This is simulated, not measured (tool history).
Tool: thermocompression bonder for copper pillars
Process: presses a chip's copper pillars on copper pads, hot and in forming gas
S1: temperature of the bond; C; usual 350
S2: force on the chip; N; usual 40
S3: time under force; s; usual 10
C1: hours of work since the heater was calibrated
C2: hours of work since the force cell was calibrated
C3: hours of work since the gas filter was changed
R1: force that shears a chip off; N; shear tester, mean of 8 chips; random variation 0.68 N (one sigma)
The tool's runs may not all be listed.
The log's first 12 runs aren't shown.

Run 13, hour 345.9: usual settings but S3 11 s; C1 837; C2 393; C3 43. Result: R1 48.4 N.
Run 14, hour 371.1: usual settings but S3 11 s; C1 851; C2 407; C3 57. Result: R1 46.8 N.
Run 15, hour 401.7: usual settings but S3 11 s; C1 868; C2 424; C3 74. Result: R1 46.8 N.
Run 16, hour 419.5: usual settings but S3 11 s; C1 878; C2 434; C3 84. Result: R1 47.5 N.
Run 17, hour 441: usual settings but S3 11 s; C1 890; C2 446; C3 97. Result: R1 47 N.
Run 18, hour 466: usual settings but S3 27 s; C1 904; C2 460; C3 111. Result: R1 62.9 N.
Run 19, hour 485.2: usual settings but S3 27 s; C1 915; C2 471; C3 121. Result: R1 60.9 N.
Run 20, hour 503.8: usual settings but S1 342 C, S2 26 N, S3 21 s; C1 926; C2 481; C3 132. Result: R1 42.4 N.
Run 21, hour 532.8: usual settings but S1 341 C, S2 36 N, S3 9 s; C1 942; C2 498; C3 148. Result: R1 34.9 N.
At hour 544.3: forming gas filter changed.
Run 22, hour 564.9: usual settings but S1 324 C, S2 34 N; C1 960; C2 516; C3 12. Result: R1 30.8 N.
Run 23, hour 583.9: usual settings but S2 35 N, S3 25 s; C1 970; C2 526; C3 22. Result: R1 60.6 N.
Run 24, hour 614.9: usual settings but S2 35 N, S3 25 s; C1 988; C2 544; C3 40. Result: R1 59 N.
Run 25, hour 633.4: usual settings but S2 53 N, S3 25 s; C1 998; C2 554; C3 50. Result: R1 69.8 N.
Run 26, hour 660.6: usual settings but S3 24 s; C1 1013; C2 569; C3 65. Result: R1 61.9 N.
Run 27, hour 693.4: usual settings but S3 24 s; C1 1032; C2 588; C3 84. Result: R1 61 N.
Run 28, hour 729: usual settings but S3 24 s; C1 1052; C2 608; C3 104. Result: R1 59 N.
Run 29, hour 748.8: usual settings but S1 335 C, S2 48 N, S3 6 s; C1 1063; C2 619; C3 115. Result: R1 34 N.
At hour 756.4: heater calibrated with a thermocouple chip.
Run 30, hour 788.2: usual settings but S1 335 C, S2 48 N, S3 6 s; C1 18; C2 640; C3 136. Result: R1 31 N.
At hour 821.5: forming gas filter changed.
Run 31, hour 828.4: usual settings but S3 17 s; C1 40; C2 662; C3 4. Result: R1 50.7 N.
Run 32, hour 855: usual settings but S1 330 C, S2 27 N, S3 26 s; C1 55; C2 677; C3 19. Result: R1 39.3 N.
Run 33, hour 874.3: usual settings but S1 330 C, S2 27 N, S3 26 s; C1 66; C2 688; C3 30. Result: R1 38.5 N.
Run 34, hour 909.9: usual settings but S1 332 C, S2 49 N, S3 26 s; C1 86; C2 708; C3 50. Result: R1 54 N.
Run 35, hour 947.6: usual settings but S1 368 C, S2 43 N, S3 13 s; C1 107; C2 729; C3 71. Result: R1 57.3 N.
At hour 968.6: force cell calibrated.
Run 36, hour 978.9: usual settings but S1 379 C, S3 29 s; C1 124; C2 6; C3 88. Result: R1 79.4 N.

5 ways to go on from here, each from the tool as it stands after run 36. What would each give?
Run A, hour 1012.1: usual settings but S1 333 C, S2 58 N, S3 29 s; C1 143; C2 24; C3 106. Result: R1 ?.
Run B, hour 1012.1: usual settings; C1 143; C2 24; C3 106. Result: R1 ?.
Run C, hour 1012.1: usual settings but S1 332 C; C1 143; C2 24; C3 106. Result: R1 ?.
Run D, hour 1012.1: usual settings but S2 46 N; C1 143; C2 24; C3 106. Result: R1 ?.
Run E, hour 1012.1: usual settings but S2 30 N, S3 24 s; C1 143; C2 24; C3 106. Result: R1 ?.

run    R1
  A  60.8
  B  44.9
  C  35.8
  D  47.1
  E  51.9
Without the tool's hidden state the same runs would have given:
run    R1
  A  64.1
  B  47.3
  C  37.7
  D  49.7
  E  54.7
